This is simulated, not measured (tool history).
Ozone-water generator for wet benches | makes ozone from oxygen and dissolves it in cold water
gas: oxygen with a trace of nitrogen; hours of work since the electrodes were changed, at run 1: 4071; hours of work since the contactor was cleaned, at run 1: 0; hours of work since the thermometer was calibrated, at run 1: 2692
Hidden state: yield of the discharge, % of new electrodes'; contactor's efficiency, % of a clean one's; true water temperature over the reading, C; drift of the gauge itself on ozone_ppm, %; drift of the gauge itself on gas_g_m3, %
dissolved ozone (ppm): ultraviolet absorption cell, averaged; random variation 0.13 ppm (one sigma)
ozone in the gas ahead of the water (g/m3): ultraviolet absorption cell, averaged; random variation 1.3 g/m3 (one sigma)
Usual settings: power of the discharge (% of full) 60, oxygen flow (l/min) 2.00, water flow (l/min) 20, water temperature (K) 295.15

run,hour,power of the discharge (% of full),oxygen flow (l/min),water flow (l/min),water temperature (K),hours of work since the electrodes were changed,hours of work since the contactor was cleaned,hours of work since the thermometer was calibrated,dissolved ozone (ppm),ozone in the gas ahead of the water (g/m3)
1,0.0,60,2.00,20,295.15,4071,0,2692,12.6,205.3
2,143.4,60,2.00,20,295.15,4207,136,2828,12.5,203.8
# hour 215.5: water thermometer calibrated
3,227.5,60,2.00,20,295.15,4287,216,11,12.3,201.7
4,416.1,60,2.00,20,295.15,4466,395,190,12.2,201.1
5,597.4,60,2.00,20,295.15,4638,567,363,12.1,199.1
6,745.3,60,2.00,20,295.15,4778,707,503,12.0,197.8
7,861.3,60,2.00,20,295.15,4888,817,613,11.9,196.1
8,1042.6,60,2.00,20,295.15,5060,989,785,11.7,194.1
9,1211.2,67,2.00,20,295.15,5220,1150,945,12.7,206.0
10,1383.2,67,2.00,20,295.15,5384,1313,1109,12.5,204.7
11,1532.2,67,2.00,20,295.15,5525,1454,1250,12.2,203.4
12,1619.0,60,2.00,20,295.15,5608,1537,1333,11.5,191.2
13,1743.8,60,2.00,20,295.15,5726,1655,1451,11.5,189.9
14,1917.2,60,2.00,20,295.15,5891,1820,1616,11.4,186.8
15,2045.1,60,2.00,20,295.15,6012,1941,1737,11.2,185.5
16,2168.6,55,2.00,20,295.15,6130,2059,1854,10.5,175.2
17,2295.0,55,2.00,20,295.15,6250,2179,1974,10.5,174.5
18,2496.9,60,2.00,29,294.15,6441,2370,2166,7.3,182.8
# hour 2516.5: contactor cleaned
19,2704.8,60,2.00,26,294.15,6635,179,2360,8.1,180.4
20,2834.0,60,2.00,26,294.15,6757,301,2482,7.9,178.3
21,2942.8,60,2.00,26,294.15,6861,405,2586,7.9,176.5
22,3054.6,60,1.26,20,292.15,6967,511,2692,10.0,239.6
23,3207.9,55,1.86,18,303.15,7112,656,2837,10.0,174.9
# hour 3278.7: water thermometer calibrated
# hour 3313.7: contactor cleaned, once more
24,3341.6,50,1.86,18,303.15,7235,27,56,9.7,165.4
25,3520.6,92,1.29,20,295.15,7405,196,226,12.6,289.9
26,3693.4,74,2.00,20,295.15,7569,361,390,11.8,190.4
27,3818.7,59,3.24,26,295.15,7688,480,509,8.0,121.2
28,3969.3,73,3.24,26,295.15,7831,622,652,9.1,135.3
# hour 4013.1: electrodes of the discharge changed
29,4176.0,61,1.81,18,289.15,155,813,842,17.0,262.8
30,4350.6,74,1.81,18,294.15,320,979,1008,19.1,305.6
31,4457.9,49,3.53,24,291.15,422,1081,1110,10.9,140.1

Run 32 comes next. What will it give?
32,4584.3,57,2.00,16,299.15,542,1201,1230,?,?

dissolved ozone (ppm): 16.5
ozone in the gas ahead of the water (g/m3): 231.6
Without the tool's hidden state the same run would have given dissolved ozone (ppm) 17.0, ozone in the gas ahead of the water (g/m3) 234.8.
